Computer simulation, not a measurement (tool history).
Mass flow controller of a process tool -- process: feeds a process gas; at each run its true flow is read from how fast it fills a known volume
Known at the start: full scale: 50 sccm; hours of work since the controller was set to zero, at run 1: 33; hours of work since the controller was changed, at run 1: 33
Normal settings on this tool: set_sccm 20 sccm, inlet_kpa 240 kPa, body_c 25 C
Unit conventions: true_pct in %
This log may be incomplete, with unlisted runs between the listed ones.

run	hour	set_sccm	inlet_kpa	body_c	hours of work since the controller was set to zero	hours of work since the controller was changed	true_pct
1	0	20	240	25	33	33	98.39
2	51.6	20	240	25	68	68	98.26
3	125.1	20	240	25	118	118	98.37
4	172	41	240	25	149	149	99.39
5	226.2	41	240	25	186	186	99.49
6	304.5	41	240	25	239	239	99.48
7	348.6	20	240	25	269	269	98.38
8	388.3	20	240	25	296	296	98.17
9	439.3	20	240	38	331	331	98.65
10	523.8	20	271	25	388	388	98.27
11	603.7	20	240	25	442	442	98.22
12	664	20	240	25	483	483	98.33
13	736.6	20	240	36	532	532	98.5
14	773.3	46	240	36	557	557	100
15	810.2	46	240	36	582	582	100
16	859.4	46	240	36	615	615	99.97
17	911.7	46	240	36	651	651	100.17
18	965	20	240	25	687	687	98.22
19	1047.8	20	171	25	743	743	98.3
20	1126.8	20	240	25	797	797	98.18
21	1206.8	20	240	39	851	851	98.75
22	1246.9	20	240	39	878	878	98.68
23	1297.1	20	209	25	912	912	98.33
24	1338.5	20	228	25	940	940	98.32
25	1407.6	20	252	25	987	987	98.28
26	1469.3	27	169	25	1029	1029	98.79
27	1539.2	27	169	25	1076	1076	98.76
28	1594.4	9	169	26	1114	1114	97.83
29	1682.2	9	169	26	1173	1173	97.8
30	1752	8	169	26	1220	1220	97.74
31	1809.9	9	171	30	1260	1260	97.88
32	1875.2	13	240	30	1304	1304	97.95
33	1911.1	13	240	30	1328	1328	98.04
34	1972.1	13	240	30	1370	1370	97.98
35	2052	6	252	24	1424	1424	97.21
36	2125.8	20	148	25	1474	1474	98.36
37	2204.5	20	148	25	1527	1527	98.43
38	2290.1	6	213	26	1585	1585	97.42
39	2358.3	10	213	23	1631	1631	97.67
40	2442.1	10	213	23	1688	1688	97.56
41	2531.6	10	213	23	1749	1749	97.67
42	2587.2	10	261	34	1786	1786	97.98
43	2651.1	20	255	32	1830	1830	98.38
44	2725.2	20	234	32	1880	1880	98.45
45	2764.5	20	234	32	1907	1907	98.45
46	2847.2	8	277	35	1963	1963	97.86
47	2904.6	8	244	25	2002	2002	97.61
48	2940.6	8	244	25	2026	2026	97.5

What if the next run were any one of these 3? Each begins from the tool's condition after run 48:
A	3021.5	8	155	28	2081	2081	?
B	3021.5	17	244	40	2081	2081	?
C	3021.5	11	154	25	2081	2081	?

run	true_pct
A	97.73
B	98.64
C	97.78
What these runs would have given with no unlogged condition in the tool:
run	true_pct
A	97.72
B	98.64
C	97.77
